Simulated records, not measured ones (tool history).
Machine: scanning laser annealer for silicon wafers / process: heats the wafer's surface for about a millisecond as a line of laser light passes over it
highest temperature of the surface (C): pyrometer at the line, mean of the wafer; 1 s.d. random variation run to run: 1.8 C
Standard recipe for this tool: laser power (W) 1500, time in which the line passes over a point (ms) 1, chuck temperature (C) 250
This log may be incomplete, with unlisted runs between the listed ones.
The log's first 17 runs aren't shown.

run	hour	laser power (W)	time in which the line passes over a point (ms)	chuck temperature (C)	highest temperature of the surface (C)
18	1009.6	1515	1	250	962
# hour 1032.8: window over the wafer cleaned, once more
19	1080.5	1515	1	250	1060
20	1115.3	1585	1	282	1137
21	1182.8	1501	0.99	282	1075
22	1231.3	1502	1	250	1045
# hour 1240.5: optics aligned, line set to its width
23	1273.2	1502	1	250	1053
24	1309	1500	0.72	234	926
25	1371.6	1546	0.77	220	958
26	1448.4	1440	1.16	219	1023
27	1509.1	1377	0.95	265	957
28	1592	1377	0.97	267	967
29	1628.8	1396	0.98	244	955
30	1706.4	1396	0.98	244	952
31	1761.6	1592	0.75	286	1019
32	1803.1	1422	1.21	281	1072
33	1883.7	1583	0.85	252	1018
34	1943.7	1486	0.79	284	968
35	2001.5	1486	0.79	284	964
36	2059.1	1486	0.79	284	965
37	2121.2	1486	0.79	284	959

What if the next run were any one of these 5? Each begins from the tool's condition after run 37:
A	2206.1	1460	0.7	253	?
B	2206.1	1296	0.79	246	?
C	2206.1	1500	1.1	250	?
D	2206.1	1345	0.8	218	?
E	2206.1	1486	0.79	278	?

run	highest temperature of the surface (C)
A	879
B	816
C	1037
D	817
E	947
Stripped of hidden state, with their random variation kept, the same runs would have yielded:
run	highest temperature of the surface (C)
A	925
B	858
C	1095
D	861
E	996

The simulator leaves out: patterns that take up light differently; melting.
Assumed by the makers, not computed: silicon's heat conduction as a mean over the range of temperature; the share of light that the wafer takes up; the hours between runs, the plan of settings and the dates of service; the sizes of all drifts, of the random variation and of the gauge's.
